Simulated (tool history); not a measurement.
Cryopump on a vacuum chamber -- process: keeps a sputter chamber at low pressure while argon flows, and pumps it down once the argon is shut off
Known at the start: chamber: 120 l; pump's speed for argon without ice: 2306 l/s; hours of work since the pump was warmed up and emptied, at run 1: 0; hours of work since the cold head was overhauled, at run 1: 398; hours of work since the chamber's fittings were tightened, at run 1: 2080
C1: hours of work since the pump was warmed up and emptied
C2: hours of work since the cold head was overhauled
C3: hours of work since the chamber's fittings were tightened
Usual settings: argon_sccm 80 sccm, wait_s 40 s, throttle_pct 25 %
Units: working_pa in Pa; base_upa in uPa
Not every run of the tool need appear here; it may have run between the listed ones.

run 1 hour=0.0 | argon_sccm=80 wait_s=40 throttle_pct=25 | C1=0 C2=398 C3=2080 | working_pa=0.2345 base_upa=2.91
run 2 hour=98.4 | argon_sccm=80 wait_s=40 throttle_pct=25 | C1=80 C2=477 C3=2160 | working_pa=0.2392 base_upa=2.95
-- hour=133.4 leaking fittings of the chamber tightened, without venting
run 3 hour=193.4 | argon_sccm=80 wait_s=40 throttle_pct=47 | C1=155 C2=553 C3=49 | working_pa=0.1321 base_upa=1.53
run 4 hour=248.9 | argon_sccm=80 wait_s=40 throttle_pct=25 | C1=200 C2=598 C3=94 | working_pa=0.2452 base_upa=1.51
run 5 hour=311.1 | argon_sccm=80 wait_s=40 throttle_pct=25 | C1=251 C2=648 C3=144 | working_pa=0.2511 base_upa=1.58
run 6 hour=365.3 | argon_sccm=80 wait_s=40 throttle_pct=25 | C1=295 C2=692 C3=188 | working_pa=0.2532 base_upa=1.63
run 7 hour=448.6 | argon_sccm=80 wait_s=40 throttle_pct=25 | C1=362 C2=760 C3=256 | working_pa=0.2597 base_upa=1.74
-- hour=482.4 pump warmed up, emptied and cooled again
run 8 hour=559.7 | argon_sccm=80 wait_s=40 throttle_pct=25 | C1=63 C2=846 C3=342 | working_pa=0.2378 base_upa=1.73
run 9 hour=609.8 | argon_sccm=80 wait_s=40 throttle_pct=25 | C1=103 C2=887 C3=382 | working_pa=0.2396 base_upa=1.73
run 10 hour=660.8 | argon_sccm=80 wait_s=40 throttle_pct=25 | C1=145 C2=928 C3=424 | working_pa=0.2429 base_upa=1.79
run 11 hour=741.0 | argon_sccm=80 wait_s=44 throttle_pct=25 | C1=210 C2=993 C3=489 | working_pa=0.2485 base_upa=1.77
run 12 hour=797.7 | argon_sccm=80 wait_s=44 throttle_pct=25 | C1=256 C2=1039 C3=535 | working_pa=0.2499 base_upa=1.80
run 13 hour=903.5 | argon_sccm=80 wait_s=44 throttle_pct=25 | C1=342 C2=1125 C3=621 | working_pa=0.2580 base_upa=1.97
-- hour=963.7 pump warmed up, emptied and cooled again
run 14 hour=989.3 | argon_sccm=80 wait_s=40 throttle_pct=25 | C1=21 C2=1190 C3=686 | working_pa=0.2354 base_upa=1.93
run 15 hour=1055.1 | argon_sccm=37 wait_s=40 throttle_pct=25 | C1=74 C2=1244 C3=739 | working_pa=0.1099 base_upa=1.95
run 16 hour=1150.0 | argon_sccm=37 wait_s=40 throttle_pct=25 | C1=151 C2=1321 C3=816 | working_pa=0.1137 base_upa=2.10
run 17 hour=1198.4 | argon_sccm=103 wait_s=62 throttle_pct=41 | C1=190 C2=1360 C3=856 | working_pa=0.1992 base_upa=1.70
run 18 hour=1258.5 | argon_sccm=103 wait_s=40 throttle_pct=34 | C1=239 C2=1409 C3=904 | working_pa=0.2436 base_upa=2.20
run 19 hour=1327.1 | argon_sccm=41 wait_s=137 throttle_pct=25 | C1=295 C2=1464 C3=960 | working_pa=0.1301 base_upa=1.40
run 20 hour=1418.5 | argon_sccm=41 wait_s=20 throttle_pct=45 | C1=369 C2=1539 C3=1034 | working_pa=0.0818 base_upa=3.79
-- hour=1449.0 pump warmed up, emptied and cooled again
run 21 hour=1530.3 | argon_sccm=41 wait_s=20 throttle_pct=25 | C1=66 C2=1625 C3=1121 | working_pa=0.1229 base_upa=3.61
run 22 hour=1637.7 | argon_sccm=80 wait_s=82 throttle_pct=18 | C1=153 C2=1712 C3=1208 | working_pa=0.3350 base_upa=1.71
run 23 hour=1731.2 | argon_sccm=80 wait_s=82 throttle_pct=18 | C1=229 C2=1788 C3=1284 | working_pa=0.3447 base_upa=1.83
run 24 hour=1805.4 | argon_sccm=148 wait_s=166 throttle_pct=16 | C1=289 C2=1848 C3=1344 | working_pa=0.7200 base_upa=1.63
run 25 hour=1891.6 | argon_sccm=72 wait_s=166 throttle_pct=59 | C1=359 C2=1918 C3=1414 | working_pa=0.1132 base_upa=1.82
-- hour=1937.3 pump warmed up, emptied and cooled again
run 26 hour=1953.7 | argon_sccm=72 wait_s=166 throttle_pct=59 | C1=13 C2=1965 C3=1460 | working_pa=0.0929 base_upa=1.46
run 27 hour=2047.0 | argon_sccm=72 wait_s=166 throttle_pct=59 | C1=89 C2=2040 C3=1536 | working_pa=0.0958 base_upa=1.49
run 28 hour=2124.1 | argon_sccm=72 wait_s=166 throttle_pct=59 | C1=152 C2=2103 C3=1598 | working_pa=0.0999 base_upa=1.67
run 29 hour=2236.3 | argon_sccm=72 wait_s=166 throttle_pct=59 | C1=243 C2=2194 C3=1689 | working_pa=0.1050 base_upa=1.90
run 30 hour=2290.7 | argon_sccm=80 wait_s=47 throttle_pct=25 | C1=287 C2=2238 C3=1734 | working_pa=0.2564 base_upa=2.79
run 31 hour=2388.7 | argon_sccm=33 wait_s=24 throttle_pct=43 | C1=366 C2=2317 C3=1813 | working_pa=0.0686 base_upa=4.04

For each run, the measured value with the value that run would have given without the tool's hidden condition subtracted. The run-to-run variation is shared by both, the gauge scatter possibly not:
The tool's hidden condition here consists of: pump's speed, % of a pump's without ice; cold plate's temperature, K; leak into the chamber, uPa l/s; drift of the gauge itself on working_pa, %; drift of the gauge itself on base_upa, %.
run=1 working_pa=+0.0008 base_upa=+1.43
run=2 working_pa=+0.0045 base_upa=+1.53
run=3 working_pa=+0.0085 base_upa=+0.05
run=4 working_pa=+0.0117 base_upa=+0.10
run=5 working_pa=+0.0155 base_upa=+0.15
run=6 working_pa=+0.0189 base_upa=+0.20
run=7 working_pa=+0.0255 base_upa=+0.30
run=8 working_pa=+0.0044 base_upa=+0.25
run=9 working_pa=+0.0066 base_upa=+0.28
run=10 working_pa=+0.0091 base_upa=+0.33
run=11 working_pa=+0.0134 base_upa=+0.41
run=12 working_pa=+0.0165 base_upa=+0.48
run=13 working_pa=+0.0233 base_upa=+0.61
run=14 working_pa=+0.0026 base_upa=+0.47
run=15 working_pa=+0.0025 base_upa=+0.53
run=16 working_pa=+0.0047 base_upa=+0.64
run=17 working_pa=+0.0162 base_upa=+0.70
run=18 working_pa=+0.0206 base_upa=+0.75
run=19 working_pa=+0.0102 base_upa=+0.87
run=20 working_pa=+0.0137 base_upa=+1.01
run=21 working_pa=+0.0026 base_upa=+0.80
run=22 working_pa=+0.0104 base_upa=+0.94
run=23 working_pa=+0.0158 base_upa=+1.07
run=24 working_pa=+0.0382 base_upa=+1.18
run=25 working_pa=+0.0239 base_upa=+1.37
run=26 working_pa=+0.0028 base_upa=+0.98
run=27 working_pa=+0.0065 base_upa=+1.05
run=28 working_pa=+0.0101 base_upa=+1.23
run=29 working_pa=+0.0160 base_upa=+1.44
run=30 working_pa=+0.0218 base_upa=+1.55
run=31 working_pa=+0.0123 base_upa=+1.77
